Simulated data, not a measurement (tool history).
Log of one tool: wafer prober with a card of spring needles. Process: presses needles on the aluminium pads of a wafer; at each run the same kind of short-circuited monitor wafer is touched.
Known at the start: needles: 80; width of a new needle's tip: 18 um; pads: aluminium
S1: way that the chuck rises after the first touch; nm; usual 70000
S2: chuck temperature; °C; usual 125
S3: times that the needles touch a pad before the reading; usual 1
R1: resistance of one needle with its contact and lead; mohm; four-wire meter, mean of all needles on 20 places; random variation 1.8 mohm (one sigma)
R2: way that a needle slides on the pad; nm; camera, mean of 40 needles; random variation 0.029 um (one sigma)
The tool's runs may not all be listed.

{"run": 1, "hour": 0.0, "S1": 70000, "S2": 125, "S3": 1, "R1": 193, "R2": 13380}
{"hour": 38.4, "done": "tips cleaned on abrasive film"}
{"run": 2, "hour": 54.4, "S1": 70000, "S2": 125, "S3": 1, "R1": 227, "R2": 13310}
{"hour": 74.2, "done": "tips cleaned on abrasive film"}
{"hour": 111.7, "done": "tips cleaned on abrasive film"}
{"run": 3, "hour": 112.0, "S1": 70000, "S2": 125, "S3": 1, "R1": 196, "R2": 13270}
{"hour": 148.8, "done": "tips cleaned on abrasive film"}
{"run": 4, "hour": 157.1, "S1": 70000, "S2": 125, "S3": 1, "R1": 221, "R2": 13210}
{"hour": 184.5, "done": "tips cleaned on abrasive film"}
{"run": 5, "hour": 206.0, "S1": 70000, "S2": 125, "S3": 1, "R1": 230, "R2": 13220}
{"hour": 221.1, "done": "tips cleaned on abrasive film"}
{"run": 6, "hour": 243.4, "S1": 70000, "S2": 125, "S3": 2, "R1": 210, "R2": 13260}
{"hour": 256.3, "done": "tips cleaned on abrasive film"}
{"run": 7, "hour": 289.0, "S1": 70000, "S2": 125, "S3": 2, "R1": 212, "R2": 13170}
{"hour": 294.2, "done": "tips cleaned on abrasive film"}
{"hour": 332.4, "done": "tips cleaned on abrasive film"}
{"run": 8, "hour": 339.9, "S1": 70000, "S2": 125, "S3": 2, "R1": 211, "R2": 13140}
{"hour": 367.6, "done": "tips cleaned on abrasive film"}
{"run": 9, "hour": 374.8, "S1": 70000, "S2": 125, "S3": 2, "R1": 206, "R2": 13090}
{"hour": 398.8, "done": "height of the first contact set anew"}
{"hour": 406.3, "done": "tips cleaned on abrasive film"}
{"run": 10, "hour": 436.6, "S1": 70000, "S2": 125, "S3": 1, "R1": 230, "R2": 13430}
{"hour": 444.4, "done": "tips cleaned on abrasive film"}
{"run": 11, "hour": 472.0, "S1": 70000, "S2": 125, "S3": 1, "R1": 231, "R2": 13390}
{"hour": 483.0, "done": "tips cleaned on abrasive film"}
{"run": 12, "hour": 504.5, "S1": 70000, "S2": 125, "S3": 3, "R1": 205, "R2": 13370}
{"hour": 520.4, "done": "tips cleaned on abrasive film"}
{"hour": 555.1, "done": "tips cleaned on abrasive film"}
{"run": 13, "hour": 557.3, "S1": 88000, "S2": 39, "S3": 1, "R1": 180, "R2": 16830}
{"hour": 590.3, "done": "tips cleaned on abrasive film"}
{"run": 14, "hour": 593.0, "S1": 88000, "S2": 49, "S3": 1, "R1": 185, "R2": 16810}
{"hour": 625.6, "done": "tips cleaned on abrasive film"}
{"run": 15, "hour": 626.3, "S1": 81000, "S2": 39, "S3": 2, "R1": 174, "R2": 15430}
{"hour": 663.1, "done": "tips cleaned on abrasive film"}
{"run": 16, "hour": 674.5, "S1": 81000, "S2": 39, "S3": 2, "R1": 190, "R2": 15430}
{"hour": 699.8, "done": "tips cleaned on abrasive film"}
{"run": 17, "hour": 724.0, "S1": 52000, "S2": 73, "S3": 1, "R1": 260, "R2": 9870}
{"hour": 735.0, "done": "tips cleaned on abrasive film"}
{"run": 18, "hour": 762.8, "S1": 52000, "S2": 73, "S3": 1, "R1": 266, "R2": 9850}
{"hour": 769.8, "done": "tips cleaned on abrasive film"}
{"hour": 804.4, "done": "tips cleaned on abrasive film"}
{"run": 19, "hour": 817.0, "S1": 52000, "S2": 73, "S3": 1, "R1": 254, "R2": 9800}
{"hour": 839.4, "done": "tips cleaned on abrasive film"}
{"run": 20, "hour": 872.4, "S1": 70000, "S2": 32, "S3": 3, "R1": 187, "R2": 13220}
{"hour": 876.9, "done": "tips cleaned on abrasive film"}
{"hour": 911.4, "done": "tips cleaned on abrasive film"}
{"run": 21, "hour": 934.1, "S1": 70000, "S2": 32, "S3": 3, "R1": 189, "R2": 13190}
{"hour": 949.3, "done": "tips cleaned on abrasive film"}
{"hour": 984.7, "done": "tips cleaned on abrasive film"}
{"run": 22, "hour": 994.2, "S1": 63000, "S2": 53, "S3": 2, "R1": 206, "R2": 11820}
{"hour": 1020.9, "done": "tips cleaned on abrasive film"}
{"run": 23, "hour": 1050.7, "S1": 63000, "S2": 53, "S3": 2, "R1": 215, "R2": 11790}
{"hour": 1056.1, "done": "tips cleaned on abrasive film"}
{"run": 24, "hour": 1085.4, "S1": 66000, "S2": 53, "S3": 2, "R1": 210, "R2": 12350}

5 ways to go on from here, each from the tool as it stands after run 24. What would each give?
{"hour": 1092.4, "done": "tips cleaned on abrasive film"}
{"hour": 1108.9, "done": "height of the first contact set anew"}
{"run": "A", "hour": 1117.1, "S1": 66000, "S2": 98, "S3": 2, "R1": "?", "R2": "?"}
{"hour": 1092.4, "done": "tips cleaned on abrasive film"}
{"hour": 1108.9, "done": "height of the first contact set anew"}
{"run": "B", "hour": 1117.1, "S1": 51000, "S2": 117, "S3": 1, "R1": "?", "R2": "?"}
{"hour": 1092.4, "done": "tips cleaned on abrasive film"}
{"hour": 1108.9, "done": "height of the first contact set anew"}
{"run": "C", "hour": 1117.1, "S1": 55000, "S2": 125, "S3": 1, "R1": "?", "R2": "?"}
{"hour": 1092.4, "done": "tips cleaned on abrasive film"}
{"hour": 1108.9, "done": "height of the first contact set anew"}
{"run": "D", "hour": 1117.1, "S1": 66000, "S2": 100, "S3": 2, "R1": "?", "R2": "?"}
{"hour": 1092.4, "done": "tips cleaned on abrasive film"}
{"hour": 1108.9, "done": "height of the first contact set anew"}
{"run": "E", "hour": 1117.1, "S1": 79000, "S2": 37, "S3": 1, "R1": "?", "R2": "?"}

run=A R1=213 R2=12630
run=B R1=271 R2=9790
run=C R1=256 R2=10500
run=D R1=212 R2=12680
run=E R1=210 R2=15190
Without the tool's hidden state the same runs would have given:
run=A R1=182 R2=12630
run=B R1=193 R2=9790
run=C R1=189 R2=10500
run=D R1=181 R2=12680
run=E R1=170 R2=15190
